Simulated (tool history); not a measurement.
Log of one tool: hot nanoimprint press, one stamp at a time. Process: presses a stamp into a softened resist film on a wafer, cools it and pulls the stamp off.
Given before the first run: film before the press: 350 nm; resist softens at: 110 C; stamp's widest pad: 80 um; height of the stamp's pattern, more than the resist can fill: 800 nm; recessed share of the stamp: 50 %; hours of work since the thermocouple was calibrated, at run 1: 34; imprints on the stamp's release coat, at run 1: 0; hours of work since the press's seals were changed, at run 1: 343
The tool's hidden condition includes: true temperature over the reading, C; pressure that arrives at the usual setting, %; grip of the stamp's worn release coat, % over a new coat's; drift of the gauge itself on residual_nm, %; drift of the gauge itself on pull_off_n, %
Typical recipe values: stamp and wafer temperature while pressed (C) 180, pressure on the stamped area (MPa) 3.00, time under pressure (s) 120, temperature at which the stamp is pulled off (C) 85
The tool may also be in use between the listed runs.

run	hour	stamp and wafer temperature while pressed (C)	pressure on the stamped area (MPa)	time under pressure (s)	temperature at which the stamp is pulled off (C)	hours of work since the thermocouple was calibrated	imprints on the stamp's release coat	hours of work since the press's seals were changed	resist left under the stamp's widest pad (Å)	greatest force while the stamp is pulled off (N)
1	0.0	180	3.00	120	85	34	0	343	2044	123
2	23.8	180	3.00	120	85	50	86	359	2048	126
3	49.7	180	3.00	120	85	68	180	376	2042	126
4	74.6	180	3.00	120	85	85	271	393	2040	130
5	90.1	180	3.00	120	85	95	327	404	2039	133
6	113.7	186	3.00	120	85	111	413	420	1703	135
7	135.0	186	3.00	120	85	126	490	434	1698	137
8	146.9	186	3.00	120	85	134	534	442	1700	139
# hour 176.3: stamp cleaned and given a new release coat
9	176.9	186	3.00	120	85	150	2	459	1693	119
10	191.4	186	3.00	120	85	160	55	468	1691	123
11	207.0	186	3.00	120	85	170	112	479	1694	126
12	221.7	186	3.00	120	85	180	165	489	1693	124
13	241.8	180	3.00	102	85	194	239	503	2126	128
14	269.1	174	4.34	108	92	213	338	521	2171	107
15	292.9	174	4.34	108	92	229	424	537	2175	112
16	310.3	174	3.14	127	73	241	487	549	2306	178
17	339.7	180	3.00	71	72	261	594	569	2340	184
# hour 351.6: stamp cleaned and given a new release coat
18	374.5	180	3.00	71	72	280	83	589	2341	162
19	395.2	180	3.00	71	72	294	158	603	2334	165
20	420.3	180	3.00	71	72	311	249	620	2341	170
21	436.0	181	3.28	107	72	322	306	631	1955	174
# hour 449.3: plate thermocouple calibrated
22	461.9	180	3.00	120	87	9	390	646	2056	129
23	478.3	180	3.00	120	87	20	449	657	2054	130
24	497.0	188	2.06	109	89	32	517	670	1952	124
25	515.0	190	2.13	137	89	45	583	682	1679	128
# hour 531.2: stamp cleaned and given a new release coat
26	547.1	190	2.13	66	76	62	58	700	2137	151

Predict each of these 5 candidate next runs independently; none follows another, all start after run 26:
A	563.8	180	2.28	120	91	74	119	711	?	?
B	563.8	175	3.00	67	84	74	119	711	?	?
C	563.8	190	2.13	89	76	74	119	711	?	?
D	563.8	190	3.73	116	87	74	119	711	?	?
E	563.8	183	3.00	120	78	74	119	711	?	?

run	resist left under the stamp's widest pad (Å)	greatest force while the stamp is pulled off (N)
A	2245	105
B	2695	128
C	1947	150
D	1399	120
E	1875	146
What these runs would have given with no unlogged condition in the tool:
run	resist left under the stamp's widest pad (Å)	greatest force while the stamp is pulled off (N)
A	2232	103
B	2675	125
C	1933	146
D	1366	118
E	1850	142
